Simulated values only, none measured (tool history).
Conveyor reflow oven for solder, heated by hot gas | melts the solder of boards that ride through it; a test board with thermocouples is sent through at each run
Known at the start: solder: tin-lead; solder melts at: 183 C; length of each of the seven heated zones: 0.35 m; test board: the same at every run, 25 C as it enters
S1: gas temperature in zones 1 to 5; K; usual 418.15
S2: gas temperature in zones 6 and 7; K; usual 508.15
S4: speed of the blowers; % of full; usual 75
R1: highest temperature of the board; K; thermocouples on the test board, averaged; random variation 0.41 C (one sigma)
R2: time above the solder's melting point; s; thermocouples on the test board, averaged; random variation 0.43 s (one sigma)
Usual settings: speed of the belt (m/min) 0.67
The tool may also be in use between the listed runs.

run 1 hour=0 | S1=418.15 S2=508.15 speed_of_the_belt_(m/min)=0.67 S4=75 | R1=490.65 R2=48.5
run 2 hour=27.7 | S1=418.15 S2=508.15 speed_of_the_belt_(m/min)=0.67 S4=75 | R1=490.15 R2=48.4
-- hour=47.2 flux residue cleaned out of gas plates and filters
run 3 hour=51.6 | S1=418.15 S2=508.15 speed_of_the_belt_(m/min)=0.679 S4=75 | R1=493.05 R2=49.8
run 4 hour=68.8 | S1=418.15 S2=508.15 speed_of_the_belt_(m/min)=0.679 S4=75 | R1=492.05 R2=48.7
run 5 hour=92.7 | S1=418.15 S2=508.15 speed_of_the_belt_(m/min)=0.679 S4=75 | R1=491.85 R2=49.1
run 6 hour=107.9 | S1=418.15 S2=508.15 speed_of_the_belt_(m/min)=0.67 S4=75 | R1=492.85 R2=50.1
run 7 hour=141.5 | S1=418.15 S2=508.15 speed_of_the_belt_(m/min)=0.67 S4=75 | R1=492.95 R2=50.8
run 8 hour=158.4 | S1=418.15 S2=508.15 speed_of_the_belt_(m/min)=0.67 S4=75 | R1=492.05 R2=50
run 9 hour=192 | S1=418.15 S2=508.15 speed_of_the_belt_(m/min)=0.67 S4=75 | R1=492.05 R2=49.7
run 10 hour=221.3 | S1=418.15 S2=508.15 speed_of_the_belt_(m/min)=0.67 S4=61 | R1=489.25 R2=48.1
run 11 hour=255.9 | S1=418.15 S2=508.15 speed_of_the_belt_(m/min)=0.67 S4=61 | R1=489.35 R2=47.3
run 12 hour=284.9 | S1=415.15 S2=508.15 speed_of_the_belt_(m/min)=0.67 S4=61 | R1=488.85 R2=46.3
run 13 hour=304.3 | S1=418.15 S2=508.15 speed_of_the_belt_(m/min)=0.67 S4=75 | R1=491.85 R2=49.4
run 14 hour=319.4 | S1=418.15 S2=508.15 speed_of_the_belt_(m/min)=0.67 S4=75 | R1=492.05 R2=50.4
run 15 hour=339.6 | S1=418.15 S2=508.15 speed_of_the_belt_(m/min)=0.67 S4=75 | R1=491.55 R2=49.5
-- hour=352.6 flux residue cleaned out of gas plates and filters
run 16 hour=376.9 | S1=418.15 S2=508.15 speed_of_the_belt_(m/min)=0.67 S4=75 | R1=494.15 R2=51.2
run 17 hour=396.7 | S1=418.15 S2=508.15 speed_of_the_belt_(m/min)=0.67 S4=75 | R1=494.05 R2=50.9
run 18 hour=417.2 | S1=430.15 S2=513.15 speed_of_the_belt_(m/min)=0.554 S4=77 | R1=505.55 R2=74.2
run 19 hour=431.9 | S1=418.15 S2=508.15 speed_of_the_belt_(m/min)=0.67 S4=75 | R1=493.35 R2=50.8
run 20 hour=462.7 | S1=419.15 S2=508.15 speed_of_the_belt_(m/min)=0.67 S4=75 | R1=493.55 R2=51.6
run 21 hour=482.6 | S1=419.15 S2=508.15 speed_of_the_belt_(m/min)=0.67 S4=64 | R1=491.85 R2=50.6
run 22 hour=505.6 | S1=409.15 S2=508.15 speed_of_the_belt_(m/min)=0.611 S4=57 | R1=490.65 R2=52
run 23 hour=525 | S1=418.15 S2=508.15 speed_of_the_belt_(m/min)=0.637 S4=75 | R1=494.75 R2=54.5
run 24 hour=543.8 | S1=418.15 S2=505.15 speed_of_the_belt_(m/min)=0.637 S4=59 | R1=489.05 R2=50.3
run 25 hour=565.8 | S1=418.15 S2=505.15 speed_of_the_belt_(m/min)=0.637 S4=59 | R1=489.25 R2=51

The next listed run, before its measurement:
run 26 hour=589.6 | S1=413.15 S2=508.15 speed_of_the_belt_(m/min)=0.7 S4=75 | R1=? R2=?

{"run 26": {"R1": 489.85, "R2": 45.5}}
Without the tool's hidden state the same run would have given R1 488.35 K, R2 44.1 s.
